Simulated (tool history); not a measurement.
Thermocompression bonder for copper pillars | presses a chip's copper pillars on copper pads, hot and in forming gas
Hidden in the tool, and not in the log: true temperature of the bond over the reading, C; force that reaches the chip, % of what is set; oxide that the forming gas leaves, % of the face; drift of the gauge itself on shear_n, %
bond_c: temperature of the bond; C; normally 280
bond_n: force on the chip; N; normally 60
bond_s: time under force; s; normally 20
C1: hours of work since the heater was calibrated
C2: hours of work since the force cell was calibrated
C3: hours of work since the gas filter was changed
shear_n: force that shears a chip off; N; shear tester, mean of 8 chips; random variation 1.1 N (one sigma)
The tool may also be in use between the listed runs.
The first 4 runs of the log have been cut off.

Run 5, hour 110.5: usual settings; C1 625; C2 113; C3 186. Result: shear_n 84.4 N.
Run 6, hour 141.0: usual settings but bond_n 80 N; C1 643; C2 131; C3 204. Result: shear_n 100.2 N.
At hour 147.1: heater calibrated with a thermocouple chip.
At hour 159.9: forming gas filter changed.
Run 7, hour 180.0: usual settings but bond_n 80 N; C1 19; C2 152; C3 12. Result: shear_n 116.1 N.
Run 8, hour 202.9: usual settings but bond_n 89 N; C1 32; C2 165; C3 25. Result: shear_n 120.1 N.
Run 9, hour 238.4: usual settings; C1 53; C2 186; C3 46. Result: shear_n 98.2 N.
Run 10, hour 262.7: usual settings; C1 67; C2 200; C3 60. Result: shear_n 96.5 N.
Run 11, hour 292.4: usual settings but bond_s 15 s; C1 85; C2 218; C3 77. Result: shear_n 88.4 N.
Run 12, hour 333.3: usual settings but bond_s 15 s; C1 108; C2 241; C3 101. Result: shear_n 86.4 N.
Run 13, hour 378.9: usual settings but bond_s 15 s; C1 135; C2 268; C3 128. Result: shear_n 85.8 N.
Run 14, hour 415.9: usual settings but bond_n 63 N; C1 157; C2 290; C3 149. Result: shear_n 95.0 N.
Run 15, hour 447.2: usual settings but bond_n 51 N; C1 175; C2 308; C3 168. Result: shear_n 83.3 N.
Run 16, hour 487.4: usual settings; C1 198; C2 331; C3 191. Result: shear_n 90.9 N.
Run 17, hour 511.4: usual settings; C1 212; C2 345; C3 205. Result: shear_n 89.9 N.
At hour 524.7: forming gas filter changed.
Run 18, hour 536.1: usual settings; C1 226; C2 360; C3 7. Result: shear_n 100.2 N.
Run 19, hour 576.3: usual settings but bond_c 306 C; C1 250; C2 383; C3 30. Result: shear_n 114.3 N.
Run 20, hour 600.1: usual settings; C1 264; C2 397; C3 44. Result: shear_n 95.5 N.
Run 21, hour 645.4: usual settings; C1 290; C2 423; C3 70. Result: shear_n 94.5 N.
Run 22, hour 673.8: usual settings but bond_n 38 N, bond_s 40 s; C1 307; C2 440; C3 87. Result: shear_n 87.5 N.
Run 23, hour 707.1: usual settings but bond_c 294 C, bond_n 66 N, bond_s 19 s; C1 326; C2 459; C3 106. Result: shear_n 104.4 N.

Predict the results of run 24:
Run 24, hour 741.7: usual settings but bond_n 45 N, bond_s 46 s; C1 346; C2 480; C3 127. Result: shear_n ?.

{"run 24": {"shear_n": 96.4}}
With no hidden state in the tool, this same run would have given shear_n 105.3 N.

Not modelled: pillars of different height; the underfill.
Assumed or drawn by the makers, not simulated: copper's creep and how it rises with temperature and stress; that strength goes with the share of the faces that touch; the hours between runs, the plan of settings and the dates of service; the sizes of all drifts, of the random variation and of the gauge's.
